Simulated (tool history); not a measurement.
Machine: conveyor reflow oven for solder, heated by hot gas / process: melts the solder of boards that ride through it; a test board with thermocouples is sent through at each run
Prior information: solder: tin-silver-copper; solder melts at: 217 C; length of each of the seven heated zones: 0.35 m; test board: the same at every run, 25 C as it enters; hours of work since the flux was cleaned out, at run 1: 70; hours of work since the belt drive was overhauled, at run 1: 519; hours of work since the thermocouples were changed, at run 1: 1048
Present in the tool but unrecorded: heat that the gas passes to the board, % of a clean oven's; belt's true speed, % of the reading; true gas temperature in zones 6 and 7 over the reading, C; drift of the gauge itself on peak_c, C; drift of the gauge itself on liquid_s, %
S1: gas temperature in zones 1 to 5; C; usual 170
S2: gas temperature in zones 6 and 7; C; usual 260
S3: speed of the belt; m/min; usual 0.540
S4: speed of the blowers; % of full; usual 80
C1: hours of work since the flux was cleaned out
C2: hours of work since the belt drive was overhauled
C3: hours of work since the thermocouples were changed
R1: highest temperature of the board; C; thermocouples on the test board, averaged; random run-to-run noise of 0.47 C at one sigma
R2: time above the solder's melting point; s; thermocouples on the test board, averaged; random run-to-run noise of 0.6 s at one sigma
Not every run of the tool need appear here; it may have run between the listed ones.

Run 1, hour 0.0: usual settings; C1 70; C2 519; C3 1048. Result: R1 244.5 C, R2 51.5 s.
Run 2, hour 10.5: usual settings; C1 77; C2 526; C3 1055. Result: R1 243.9 C, R2 50.6 s.
Run 3, hour 19.9: usual settings but S2 262 C; C1 83; C2 532; C3 1061. Result: R1 246.1 C, R2 53.2 s.
Run 4, hour 38.3: usual settings; C1 95; C2 544; C3 1073. Result: R1 244.8 C, R2 51.3 s.
Run 5, hour 51.5: usual settings; C1 104; C2 553; C3 1082. Result: R1 244.1 C, R2 50.8 s.
Run 6, hour 61.7: usual settings but S4 86 % of full; C1 111; C2 559; C3 1088. Result: R1 245.0 C, R2 52.0 s.
Run 7, hour 76.9: usual settings but S4 86 % of full; C1 121; C2 569; C3 1098. Result: R1 245.5 C, R2 52.0 s.
Run 8, hour 86.8: usual settings but S4 86 % of full; C1 127; C2 576; C3 1105. Result: R1 244.4 C, R2 52.3 s.
At hour 100.8: thermocouples of zones 6 and 7 changed.
Run 9, hour 105.8: usual settings; C1 138; C2 587; C3 3. Result: R1 247.0 C, R2 53.6 s.
Run 10, hour 122.9: usual settings; C1 149; C2 598; C3 14. Result: R1 246.3 C, R2 53.1 s.
Run 11, hour 143.6: usual settings; C1 163; C2 612; C3 28. Result: R1 245.9 C, R2 53.1 s.
Run 12, hour 162.3: usual settings; C1 175; C2 624; C3 40. Result: R1 246.3 C, R2 52.1 s.
Run 13, hour 184.8: usual settings but S2 259 C; C1 190; C2 638; C3 55. Result: R1 244.6 C, R2 51.9 s.
Run 14, hour 205.5: usual settings but S2 259 C; C1 203; C2 652; C3 68. Result: R1 244.6 C, R2 52.4 s.
Run 15, hour 215.3: usual settings but S2 259 C; C1 210; C2 658; C3 75. Result: R1 245.9 C, R2 51.5 s.
Run 16, hour 225.0: usual settings but S2 266 C, S4 53 % of full; C1 216; C2 665; C3 81. Result: R1 244.2 C, R2 49.0 s.
Run 17, hour 239.6: usual settings but S1 166 C, S2 269 C; C1 225; C2 674; C3 91. Result: R1 253.4 C, R2 57.1 s.
Run 18, hour 250.6: usual settings but S2 262 C, S3 0.568 m/min; C1 233; C2 681; C3 98. Result: R1 246.0 C, R2 49.3 s.
Run 19, hour 262.8: usual settings but S1 178 C, S2 257 C, S3 0.560 m/min, S4 87 % of full; C1 241; C2 689; C3 106. Result: R1 245.1 C, R2 53.1 s.
Run 20, hour 281.2: usual settings but S1 178 C, S2 257 C, S3 0.560 m/min, S4 87 % of full; C1 253; C2 701; C3 118. Result: R1 244.6 C, R2 52.1 s.
Run 21, hour 292.3: usual settings but S1 178 C, S2 257 C, S3 0.560 m/min, S4 87 % of full; C1 260; C2 709; C3 125. Result: R1 243.8 C, R2 52.2 s.
Run 22, hour 309.6: usual settings but S1 178 C, S2 257 C, S3 0.560 m/min, S4 87 % of full; C1 271; C2 720; C3 136. Result: R1 244.9 C, R2 52.1 s.
Run 23, hour 323.3: usual settings but S1 178 C, S2 257 C, S3 0.467 m/min, S4 87 % of full; C1 280; C2 729; C3 145. Result: R1 247.3 C, R2 68.4 s.
Run 24, hour 334.2: usual settings but S1 178 C, S2 257 C, S3 0.467 m/min, S4 87 % of full; C1 287; C2 736; C3 152. Result: R1 248.7 C, R2 68.9 s.
Run 25, hour 356.4: usual settings but S1 177 C, S2 250 C, S3 0.467 m/min, S4 68 % of full; C1 302; C2 751; C3 167. Result: R1 239.1 C, R2 57.5 s.
Run 26, hour 377.5: usual settings but S3 0.517 m/min; C1 315; C2 764; C3 181. Result: R1 246.5 C, R2 56.4 s.
Run 27, hour 390.1: usual settings but S2 250 C; C1 324; C2 773; C3 189. Result: R1 236.3 C, R2 42.4 s.
Run 28, hour 409.3: usual settings but S2 250 C; C1 336; C2 785; C3 201. Result: R1 236.6 C, R2 42.8 s.
At hour 426.2: flux residue cleaned out of gas plates and filters.
Run 29, hour 426.2: usual settings but S2 250 C; C1 0; C2 793; C3 209. Result: R1 237.4 C, R2 45.2 s.
Run 30, hour 439.2: usual settings but S2 250 C; C1 8; C2 801; C3 218. Result: R1 238.5 C, R2 45.7 s.

Consider 3 possible next runs. They are alternatives, not a sequence: every one starts from the tool as it was left by run 30. What does each give?
Run A, hour 461.0: usual settings but S1 184 C, S3 0.561 m/min; C1 23; C2 816; C3 232. Result: R1 ?, R2 ?.
Run B, hour 461.0: usual settings but S1 181 C, S2 250 C; C1 23; C2 816; C3 232. Result: R1 ?, R2 ?.
Run C, hour 461.0: usual settings but S1 158 C, S3 0.633 m/min, S4 84 % of full; C1 23; C2 816; C3 232. Result: R1 ?, R2 ?.

run     R1    R2
  A  248.8  56.7
  B  238.7  52.0
  C  239.6  36.1
What these runs would have given with no unlogged condition in the tool:
run     R1    R2
  A  249.6  56.8
  B  239.4  52.3
  C  240.4  36.5
